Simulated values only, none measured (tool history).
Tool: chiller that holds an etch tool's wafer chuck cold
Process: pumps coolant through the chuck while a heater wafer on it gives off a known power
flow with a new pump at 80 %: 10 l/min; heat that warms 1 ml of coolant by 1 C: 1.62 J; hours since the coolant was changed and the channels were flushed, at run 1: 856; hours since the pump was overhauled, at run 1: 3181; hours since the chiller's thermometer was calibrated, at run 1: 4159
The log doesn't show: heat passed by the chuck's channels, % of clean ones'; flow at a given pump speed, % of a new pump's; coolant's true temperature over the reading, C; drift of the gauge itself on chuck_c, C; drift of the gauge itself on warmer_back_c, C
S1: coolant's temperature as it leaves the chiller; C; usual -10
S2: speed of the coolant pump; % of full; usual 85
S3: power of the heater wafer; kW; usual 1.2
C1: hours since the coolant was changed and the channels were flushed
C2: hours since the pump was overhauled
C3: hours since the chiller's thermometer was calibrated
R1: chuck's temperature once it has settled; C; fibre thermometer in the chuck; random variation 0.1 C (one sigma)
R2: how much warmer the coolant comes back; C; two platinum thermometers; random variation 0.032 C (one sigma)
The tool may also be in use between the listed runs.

Run 1, day 0: usual settings; C1 856; C2 3181; C3 4159. Result: R1 -2 C, R2 4.1 C.
Run 2, day 4.208: usual settings; C1 957; C2 3282; C3 4260. Result: R1 -1.9 C, R2 4.19 C.
Run 3, day 6.246: usual settings; C1 1006; C2 3331; C3 4309. Result: R1 -2 C, R2 4.18 C.
Run 4, day 8.692: usual settings; C1 1065; C2 3390; C3 4367. Result: R1 -2.1 C, R2 4.21 C.
Run 5, day 12.25: usual settings; C1 1150; C2 3475; C3 4453. Result: R1 -1.9 C, R2 4.19 C.
Run 6, day 15.788: usual settings; C1 1235; C2 3560; C3 4538. Result: R1 -1.9 C, R2 4.2 C.
Run 7, day 18.967: usual settings; C1 1312; C2 3636; C3 4614. Result: R1 -1.9 C, R2 4.22 C.
Run 8, day 21.546: usual settings but S2 71 % of full; C1 1374; C2 3698; C3 4676. Result: R1 -0.5 C, R2 5.13 C.
Run 9, day 23.829: usual settings but S2 71 % of full; C1 1428; C2 3753; C3 4731. Result: R1 -0.5 C, R2 5.14 C.
Run 10, day 26.225: usual settings; C1 1486; C2 3811; C3 4788. Result: R1 -2.2 C, R2 4.18 C.
At day 29.558: chiller's thermometer calibrated.
Run 11, day 30.217: usual settings; C1 1581; C2 3905; C3 16. Result: R1 -2 C, R2 4.29 C.
Run 12, day 33.467: usual settings; C1 1659; C2 3983; C3 94. Result: R1 -2 C, R2 4.26 C.
Run 13, day 36.704: usual settings; C1 1736; C2 4061; C3 172. Result: R1 -2.1 C, R2 4.24 C.
Run 14, day 39.421: usual settings; C1 1802; C2 4126; C3 237. Result: R1 -2 C, R2 4.28 C.
Run 15, day 42.967: usual settings but S1 -4 C, S2 74 % of full, S3 0.848 kW; C1 1887; C2 4211; C3 322. Result: R1 2.4 C, R2 3.5 C.
Run 16, day 45.683: usual settings but S1 0 C; C1 1952; C2 4276; C3 387. Result: R1 8 C, R2 4.26 C.
Run 17, day 47.921: usual settings but S1 -6 C, S2 87 % of full, S3 1.622 kW; C1 2006; C2 4330; C3 441. Result: R1 4.6 C, R2 5.59 C.
Run 18, day 52.025: usual settings but S1 -13 C, S3 1.205 kW; C1 2104; C2 4429; C3 539. Result: R1 -5 C, R2 4.31 C.
Run 19, day 54.783: usual settings but S1 -13 C, S3 1.205 kW; C1 2170; C2 4495; C3 605. Result: R1 -4.9 C, R2 4.29 C.
Run 20, day 56.796: usual settings but S1 -13 C, S3 1.205 kW; C1 2219; C2 4543; C3 654. Result: R1 -5 C, R2 4.26 C.
Run 21, day 61.088: usual settings but S1 -17 C, S2 68 % of full, S3 1.333 kW; C1 2322; C2 4646; C3 757. Result: R1 -6 C, R2 6.04 C.
Run 22, day 63.596: usual settings but S1 -16 C, S2 68 % of full, S3 0.752 kW; C1 2382; C2 4706; C3 817. Result: R1 -10.2 C, R2 3.48 C.
Run 23, day 66.862: usual settings but S1 -14 C, S2 66 % of full, S3 1.227 kW; C1 2460; C2 4785; C3 895. Result: R1 -3.8 C, R2 5.74 C.
Run 24, day 71.142: usual settings but S1 -14 C, S2 77 % of full; C1 2563; C2 4887; C3 998. Result: R1 -5.2 C, R2 4.84 C.
Run 25, day 75.25: usual settings but S1 -15 C, S2 81 % of full; C1 2661; C2 4986; C3 1097. Result: R1 -6.7 C, R2 4.56 C.
Run 26, day 78.025: usual settings but S1 -1 C, S3 0.978 kW; C1 2728; C2 5053; C3 1163. Result: R1 5.6 C, R2 3.63 C.
Run 27, day 81.425: usual settings but S1 -3 C, S2 71 % of full, S3 0.989 kW; C1 2810; C2 5134; C3 1245. Result: R1 4.8 C, R2 4.3 C.
Run 28, day 84.354: usual settings but S1 -15 C, S2 89 % of full, S3 1.704 kW; C1 2880; C2 5205; C3 1315. Result: R1 -4 C, R2 5.86 C.

Forecast each of these 5 alternatives for the next run:
Run A, day 88.404: usual settings but S1 -15 C, S2 74 % of full; C1 2977; C2 5302; C3 1412. Result: R1 ?, R2 ?.
Run B, day 88.404: usual settings but S1 -15 C, S2 80 % of full, S3 1.54 kW; C1 2977; C2 5302; C3 1412. Result: R1 ?, R2 ?.
Run C, day 88.404: usual settings but S1 -7 C, S2 77 % of full; C1 2977; C2 5302; C3 1412. Result: R1 ?, R2 ?.
Run D, day 88.404: usual settings but S2 87 % of full, S3 1.71 kW; C1 2977; C2 5302; C3 1412. Result: R1 ?, R2 ?.
Run E, day 88.404: usual settings but S1 -8 C, S2 89 % of full, S3 1.704 kW; C1 2977; C2 5302; C3 1412. Result: R1 ?, R2 ?.

run    R1    R2
  A    -6  5.06
  B  -4.1  5.86
  C   1.8  4.83
  D   1.1  6.02
  E     3  5.85
Without the tool's hidden state the same runs would have given:
run    R1    R2
  A    -6  4.84
  B  -4.2  5.63
  C   1.7  4.61
  D     1  5.79
  E   2.9  5.62
